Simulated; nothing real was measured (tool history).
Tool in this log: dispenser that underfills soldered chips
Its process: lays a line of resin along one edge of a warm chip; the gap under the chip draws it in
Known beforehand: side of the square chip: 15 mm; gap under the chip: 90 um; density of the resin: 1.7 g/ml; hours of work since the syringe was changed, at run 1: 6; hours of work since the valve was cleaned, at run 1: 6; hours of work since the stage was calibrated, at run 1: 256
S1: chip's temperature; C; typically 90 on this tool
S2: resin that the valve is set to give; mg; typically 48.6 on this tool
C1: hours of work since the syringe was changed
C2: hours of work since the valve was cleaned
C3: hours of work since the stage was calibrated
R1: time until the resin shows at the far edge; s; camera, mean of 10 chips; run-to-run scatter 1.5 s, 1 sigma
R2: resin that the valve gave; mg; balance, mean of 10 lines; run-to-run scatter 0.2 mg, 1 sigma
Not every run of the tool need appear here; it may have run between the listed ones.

| run | hour | S1 | S2 | C1 | C2 | C3 | R1 | R2 |
|---|---|---|---|---|---|---|---|---|
| 1 | 0.0 | 90 | 48.6 | 6 | 6 | 256 | 186.9 | 48.26 |
|  | 4.3 | new syringe of resin |
| 2 | 7.0 | 90 | 48.6 | 2 | 11 | 261 | 164.3 | 48.01 |
| 3 | 14.0 | 90 | 48.6 | 7 | 16 | 266 | 202.8 | 47.60 |
|  | 16.2 | new syringe of resin |
| 4 | 26.7 | 90 | 48.6 | 8 | 26 | 276 | 212.5 | 47.31 |
|  | 28.0 | new syringe of resin |
| 5 | 37.1 | 90 | 48.6 | 7 | 33 | 283 | 207.5 | 47.04 |
|  | 39.5 | new syringe of resin |
| 6 | 48.3 | 90 | 48.6 | 7 | 41 | 292 | 195.9 | 46.83 |
|  | 51.4 | new syringe of resin |
| 7 | 60.3 | 90 | 50.8 | 7 | 50 | 301 | 198.3 | 48.32 |
|  | 63.7 | new syringe of resin |
| 8 | 68.1 | 90 | 50.8 | 3 | 56 | 306 | 177.9 | 47.90 |
|  | 75.2 | new syringe of resin |
| 9 | 82.3 | 90 | 50.8 | 5 | 67 | 317 | 195.2 | 47.16 |
|  | 86.9 | new syringe of resin |
| 10 | 90.4 | 90 | 50.8 | 3 | 73 | 323 | 168.8 | 47.11 |
| 11 | 96.6 | 90 | 50.8 | 7 | 77 | 327 | 205.0 | 47.09 |
|  | 98.7 | new syringe of resin |
| 12 | 109.4 | 90 | 50.8 | 8 | 87 | 337 | 211.2 | 46.41 |
|  | 110.8 | new syringe of resin |
| 13 | 116.7 | 90 | 50.8 | 4 | 92 | 342 | 186.9 | 46.39 |
|  | 120.0 | stage's temperature calibrated |
|  | 123.2 | new syringe of resin |
| 14 | 123.7 | 90 | 50.8 | 0 | 96 | 3 | 149.0 | 46.22 |
| 15 | 129.5 | 90 | 50.8 | 5 | 101 | 7 | 174.1 | 46.08 |
|  | 134.9 | new syringe of resin |
| 16 | 141.1 | 85 | 48.9 | 5 | 109 | 16 | 204.6 | 43.85 |
|  | 146.8 | new syringe of resin |
| 17 | 151.2 | 85 | 48.9 | 3 | 117 | 23 | 191.8 | 43.37 |
|  | 154.4 | dispensing valve cleaned and set on the balance |
|  | 159.7 | new syringe of resin |
| 18 | 162.1 | 85 | 48.9 | 2 | 6 | 30 | 178.4 | 48.61 |
|  | 171.9 | new syringe of resin |
| 19 | 174.3 | 103 | 63.0 | 2 | 15 | 39 | 105.1 | 61.88 |
|  | 183.5 | new syringe of resin |
| 20 | 186.8 | 93 | 45.0 | 3 | 24 | 49 | 145.7 | 43.96 |
|  | 195.4 | new syringe of resin |
| 21 | 196.7 | 92 | 57.2 | 1 | 31 | 56 | 141.1 | 56.35 |
| 22 | 205.0 | 86 | 48.6 | 7 | 37 | 62 | 222.8 | 47.03 |
|  | 207.0 | new syringe of resin |
|  | 218.4 | new syringe of resin |
| 23 | 218.4 | 99 | 48.6 | 0 | 47 | 72 | 116.6 | 46.35 |
| 24 | 227.6 | 77 | 52.5 | 7 | 54 | 79 | 279.4 | 49.57 |
|  | 229.9 | new syringe of resin |
| 25 | 234.5 | 101 | 49.0 | 4 | 59 | 84 | 124.8 | 46.29 |
|  | 241.4 | new syringe of resin |
| 26 | 248.0 | 101 | 49.0 | 5 | 69 | 94 | 131.8 | 45.90 |
|  | 253.2 | new syringe of resin |
| 27 | 258.9 | 101 | 49.0 | 4 | 77 | 102 | 130.6 | 45.55 |
|  | 264.7 | new syringe of resin |
| 28 | 273.0 | 101 | 49.0 | 6 | 88 | 113 | 141.3 | 45.41 |
|  | 276.8 | new syringe of resin |
| 29 | 284.5 | 101 | 42.9 | 6 | 96 | 121 | 152.8 | 39.28 |

What will run 30 give?
|  | 288.7 | new syringe of resin |
| 30 | 291.7 | 101 | 42.9 | 2 | 101 | 126 | ? | ? |

R1: 131.6 s
R2: 38.92 mg
Had the tool carried no hidden state, the very same run would have given R1 112.7 s, R2 42.92 mg.

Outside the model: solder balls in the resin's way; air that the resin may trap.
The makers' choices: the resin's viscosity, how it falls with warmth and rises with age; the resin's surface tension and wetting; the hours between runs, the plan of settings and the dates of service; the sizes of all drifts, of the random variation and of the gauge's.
